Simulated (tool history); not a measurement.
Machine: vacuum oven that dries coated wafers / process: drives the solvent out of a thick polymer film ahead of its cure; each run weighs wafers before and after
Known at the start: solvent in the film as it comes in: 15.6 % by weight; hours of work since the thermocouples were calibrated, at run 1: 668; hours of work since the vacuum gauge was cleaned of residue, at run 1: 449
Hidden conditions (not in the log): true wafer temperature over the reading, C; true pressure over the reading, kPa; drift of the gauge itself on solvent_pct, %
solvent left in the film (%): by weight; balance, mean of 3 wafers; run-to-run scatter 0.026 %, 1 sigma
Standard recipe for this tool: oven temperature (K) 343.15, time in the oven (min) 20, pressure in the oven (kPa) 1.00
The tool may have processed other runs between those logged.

| run | day | oven temperature (K) | time in the oven (min) | pressure in the oven (kPa) | hours of work since the thermocouples were calibrated | hours of work since the vacuum gauge was cleaned of residue | solvent left in the film (%) |
|---|---|---|---|---|---|---|---|
| 1 | 0.000 | 343.15 | 20 | 1.00 | 668 | 449 | 0.99 |
| 2 | 1.321 | 343.15 | 20 | 1.00 | 689 | 470 | 0.97 |
| 3 | 4.012 | 343.15 | 20 | 1.00 | 733 | 513 | 1.01 |
| 4 | 6.504 | 343.15 | 20 | 1.00 | 773 | 554 | 0.99 |
| 5 | 8.475 | 343.15 | 20 | 1.00 | 805 | 586 | 1.02 |
| 6 | 9.671 | 343.15 | 20 | 1.00 | 824 | 605 | 1.05 |
| 7 | 11.458 | 343.15 | 20 | 1.00 | 853 | 634 | 1.01 |
| 8 | 13.196 | 337.15 | 20 | 1.00 | 881 | 662 | 2.07 |
| 9 | 14.796 | 337.15 | 20 | 1.00 | 907 | 688 | 2.06 |
| 10 | 16.333 | 337.15 | 20 | 1.00 | 932 | 712 | 2.06 |
|  | 18.554 | oven's thermocouples calibrated |
| 11 | 18.575 | 337.15 | 20 | 1.00 | 0 | 747 | 2.11 |
| 12 | 19.788 | 343.15 | 20 | 1.00 | 20 | 767 | 1.12 |
| 13 | 21.800 | 349.15 | 20 | 1.00 | 52 | 799 | 0.55 |
| 14 | 23.204 | 349.15 | 20 | 1.00 | 75 | 822 | 0.57 |
| 15 | 25.183 | 349.15 | 20 | 1.00 | 107 | 854 | 0.64 |
|  | 26.008 | oven's thermocouples calibrated, once more |
| 16 | 27.925 | 349.15 | 20 | 1.00 | 31 | 897 | 0.54 |
| 17 | 30.583 | 349.15 | 20 | 1.00 | 74 | 940 | 0.50 |
| 18 | 33.125 | 349.15 | 20 | 1.00 | 115 | 981 | 0.50 |
| 19 | 35.296 | 343.15 | 12 | 1.00 | 150 | 1016 | 2.27 |
| 20 | 37.446 | 343.15 | 12 | 1.00 | 185 | 1050 | 2.25 |
| 21 | 38.900 | 343.15 | 12 | 1.00 | 208 | 1074 | 2.32 |
| 22 | 40.900 | 343.15 | 12 | 1.00 | 240 | 1106 | 2.23 |
| 23 | 42.733 | 343.15 | 12 | 1.00 | 270 | 1136 | 2.30 |
| 24 | 43.962 | 343.15 | 20 | 1.00 | 290 | 1156 | 1.03 |

Run 25, settings as shown, results not yet in. Your forecast:
| 25 | 45.400 | 343.15 | 21 | 1.11 | 313 | 1179 | ? |

solvent left in the film (%): 1.02
The same run, on a tool lacking any hidden state, would have yielded solvent left in the film (%) 0.86.

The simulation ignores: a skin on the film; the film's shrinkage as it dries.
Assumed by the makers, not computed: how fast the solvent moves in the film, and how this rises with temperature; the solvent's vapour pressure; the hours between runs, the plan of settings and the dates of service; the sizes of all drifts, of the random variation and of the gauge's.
